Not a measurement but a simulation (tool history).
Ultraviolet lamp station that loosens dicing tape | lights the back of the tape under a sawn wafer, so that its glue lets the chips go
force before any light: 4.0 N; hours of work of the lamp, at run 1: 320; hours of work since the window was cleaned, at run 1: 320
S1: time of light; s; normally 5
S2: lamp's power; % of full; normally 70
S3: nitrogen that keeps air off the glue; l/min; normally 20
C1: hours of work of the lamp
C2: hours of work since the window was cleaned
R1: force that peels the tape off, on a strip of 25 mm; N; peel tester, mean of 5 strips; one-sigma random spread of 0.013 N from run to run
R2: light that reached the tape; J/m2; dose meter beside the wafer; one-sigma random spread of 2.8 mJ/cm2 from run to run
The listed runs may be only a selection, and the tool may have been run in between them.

{"run": 1, "hour": 0.0, "S1": 5, "S2": 70, "S3": 20, "C1": 320, "C2": 320, "R1": 0.766, "R2": 3180}
{"run": 2, "hour": 17.6, "S1": 6, "S2": 70, "S3": 20, "C1": 331, "C2": 331, "R1": 0.583, "R2": 3820}
{"run": 3, "hour": 45.5, "S1": 6, "S2": 70, "S3": 20, "C1": 348, "C2": 348, "R1": 0.633, "R2": 3750}
{"run": 4, "hour": 67.4, "S1": 6, "S2": 70, "S3": 20, "C1": 362, "C2": 362, "R1": 0.622, "R2": 3760}
{"run": 5, "hour": 87.0, "S1": 6, "S2": 70, "S3": 20, "C1": 374, "C2": 374, "R1": 0.634, "R2": 3690}
{"run": 6, "hour": 113.1, "S1": 2, "S2": 70, "S3": 20, "C1": 391, "C2": 391, "R1": 2.042, "R2": 1180}
{"run": 7, "hour": 144.1, "S1": 5, "S2": 70, "S3": 20, "C1": 410, "C2": 410, "R1": 0.839, "R2": 3030}
{"run": 8, "hour": 172.4, "S1": 5, "S2": 70, "S3": 20, "C1": 428, "C2": 428, "R1": 0.862, "R2": 2950}
{"run": 9, "hour": 198.2, "S1": 5, "S2": 70, "S3": 20, "C1": 444, "C2": 444, "R1": 0.857, "R2": 2970}
{"run": 10, "hour": 215.4, "S1": 5, "S2": 70, "S3": 20, "C1": 455, "C2": 455, "R1": 0.912, "R2": 2930}
{"run": 11, "hour": 239.5, "S1": 5, "S2": 70, "S3": 20, "C1": 470, "C2": 470, "R1": 0.871, "R2": 2890}
{"run": 12, "hour": 267.8, "S1": 5, "S2": 70, "S3": 12, "C1": 488, "C2": 488, "R1": 1.141, "R2": 2820}
{"run": 13, "hour": 301.1, "S1": 5, "S2": 70, "S3": 12, "C1": 509, "C2": 509, "R1": 1.195, "R2": 2810}
{"run": 14, "hour": 336.4, "S1": 5, "S2": 70, "S3": 12, "C1": 531, "C2": 531, "R1": 1.202, "R2": 2810}
{"run": 15, "hour": 375.9, "S1": 5, "S2": 70, "S3": 12, "C1": 556, "C2": 556, "R1": 1.199, "R2": 2720}
{"run": 16, "hour": 409.0, "S1": 3, "S2": 77, "S3": 6, "C1": 576, "C2": 576, "R1": 2.312, "R2": 1770}
{"hour": 411.9, "done": "window cleaned of glue's vapour"}
{"run": 17, "hour": 429.0, "S1": 5, "S2": 70, "S3": 26, "C1": 588, "C2": 11, "R1": 0.903, "R2": 2580}
{"run": 18, "hour": 466.3, "S1": 3, "S2": 82, "S3": 8, "C1": 612, "C2": 34, "R1": 2.046, "R2": 1820}
{"run": 19, "hour": 482.4, "S1": 3, "S2": 82, "S3": 8, "C1": 622, "C2": 44, "R1": 1.979, "R2": 1760}
{"run": 20, "hour": 519.0, "S1": 3, "S2": 80, "S3": 20, "C1": 645, "C2": 67, "R1": 1.572, "R2": 1720}
{"run": 21, "hour": 557.1, "S1": 3, "S2": 98, "S3": 20, "C1": 669, "C2": 91, "R1": 1.266, "R2": 2030}
{"run": 22, "hour": 590.9, "S1": 3, "S2": 98, "S3": 20, "C1": 690, "C2": 112, "R1": 1.337, "R2": 2020}
{"hour": 619.3, "done": "window cleaned of glue's vapour, once more"}
{"run": 23, "hour": 619.3, "S1": 3, "S2": 93, "S3": 27, "C1": 707, "C2": 0, "R1": 1.032, "R2": 2280}
{"run": 24, "hour": 639.1, "S1": 3, "S2": 93, "S3": 27, "C1": 720, "C2": 12, "R1": 1.078, "R2": 2290}

What does the tool deliver on the next run?
{"run": 25, "hour": 666.2, "S1": 5, "S2": 96, "S3": 37, "C1": 737, "C2": 29, "R1": "?", "R2": "?"}

{"run 25": {"R1": 0.438, "R2": 3890}}
Minus the tool's unlogged condition, the same run would have read R1 0.298 N, R2 5360 J/m2.

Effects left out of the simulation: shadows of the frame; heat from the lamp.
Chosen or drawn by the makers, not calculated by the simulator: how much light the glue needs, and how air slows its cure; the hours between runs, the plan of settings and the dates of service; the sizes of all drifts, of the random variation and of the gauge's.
